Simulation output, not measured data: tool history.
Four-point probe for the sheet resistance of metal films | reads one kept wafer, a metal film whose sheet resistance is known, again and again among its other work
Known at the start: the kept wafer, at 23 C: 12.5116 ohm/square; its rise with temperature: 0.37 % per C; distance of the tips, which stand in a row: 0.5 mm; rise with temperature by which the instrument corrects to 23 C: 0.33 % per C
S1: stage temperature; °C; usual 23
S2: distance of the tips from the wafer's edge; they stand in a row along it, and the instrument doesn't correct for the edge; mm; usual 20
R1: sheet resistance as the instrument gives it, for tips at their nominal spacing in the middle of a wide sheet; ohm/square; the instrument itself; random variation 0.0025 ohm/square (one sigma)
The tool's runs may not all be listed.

| run | day | S1 | S2 | R1 |
|---|---|---|---|---|
| 1 | 0 | 23 | 20 | 12.516285 |
| 2 | 0.475 | 19 | 20 | 12.496553 |
| 3 | 1.204 | 19 | 20 | 12.497709 |
| 4 | 1.65 | 28 | 20 | 12.537601 |
| 5 | 2.071 | 28 | 20 | 12.539543 |
| 6 | 2.838 | 23 | 20 | 12.517251 |
| 7 | 3.338 | 23 | 20 | 12.513381 |
| 8 | 3.696 | 23 | 5 | 12.580568 |
| 9 | 4.479 | 23 | 12 | 12.523838 |
| 10 | 5.058 | 33 | 20 | 12.563532 |
| 11 | 5.438 | 33 | 20 | 12.563494 |
| 12 | 6.142 | 23 | 20 | 12.516877 |
| 13 | 6.688 | 23 | 20 | 12.511037 |
| 14 | 7.083 | 23 | 20 | 12.515026 |
| 15 | 7.825 | 23 | 20 | 12.513405 |
| 16 | 8.179 | 23 | 20 | 12.51653 |
| 17 | 8.65 | 23 | 20 | 12.519339 |
| 18 | 9.404 | 23 | 20 | 12.510166 |
|  | 9.467 | stage's thermometer calibrated |
| 19 | 10.05 | 23 | 20 | 12.522754 |
| 20 | 10.867 | 20 | 20 | 12.510262 |
| 21 | 11.454 | 20 | 20 | 12.504459 |
| 22 | 11.792 | 20 | 20 | 12.505946 |
| 23 | 12.383 | 20 | 20 | 12.508253 |
| 24 | 12.821 | 31 | 7 | 12.593042 |
| 25 | 13.479 | 25 | 4 | 12.633383 |
| 26 | 13.871 | 25 | 4 | 12.628829 |
|  | 13.962 | stage's thermometer calibrated, once more |
| 27 | 14.596 | 22 | 24 | 12.487457 |
| 28 | 15.329 | 25 | 7 | 12.538702 |
| 29 | 15.796 | 30 | 34 | 12.528592 |
| 30 | 16.142 | 21 | 3 | 12.664371 |
| 31 | 16.7 | 21 | 3 | 12.664203 |
| 32 | 17.483 | 21 | 3 | 12.66853 |
| 33 | 17.912 | 19 | 4 | 12.57371 |
| 34 | 18.688 | 25 | 4 | 12.609945 |
| 35 | 19.058 | 25 | 4 | 12.60907 |
| 36 | 19.542 | 24 | 20 | 12.504762 |
| 37 | 19.979 | 29 | 3 | 12.706728 |
| 38 | 20.721 | 32 | 9 | 12.558856 |
| 39 | 21.367 | 32 | 9 | 12.554219 |
| 40 | 22.067 | 32 | 9 | 12.558143 |
| 41 | 22.729 | 32 | 9 | 12.557144 |
| 42 | 23.338 | 32 | 16 | 12.540972 |
| 43 | 23.992 | 32 | 16 | 12.538682 |
| 44 | 24.425 | 33 | 5 | 12.603134 |
| 45 | 25.233 | 33 | 5 | 12.607254 |

Some steps in R1 between neighbouring runs. How much of each would the tool show without its hidden state too (settings, what came in, random variation), and how much is left for the hidden state, with any gauge scatter that isn't in both results?
The hidden state here: inner tips' distance over the nominal, %; tips' flats over new ones', %; wafer's true temperature over the reading, C; drift of the gauge itself on sheet_ohm, %.
Run 18 -> 19: stage's thermometer calibrated. R1 +0.012588 ohm/square: hidden state +0.007898, all else +0.00469.
Run 23 -> 24: S1 20 -> 31, S2 20 -> 7. R1 +0.084789 ohm/square: hidden state -0.000932, all else +0.085721.
Run 26 -> 27: S1 25 -> 22, S2 4 -> 24, stage's thermometer calibrated, once more. R1 -0.141372 ohm/square: hidden state -0.022737, all else -0.118635.
Run 36 -> 37: S1 24 -> 29, S2 20 -> 3. R1 +0.201966 ohm/square: hidden state -0.00041, all else +0.202376.
Run 37 -> 38: S1 29 -> 32, S2 3 -> 9. R1 -0.147872 ohm/square: hidden state +0.000002, all else -0.147874.
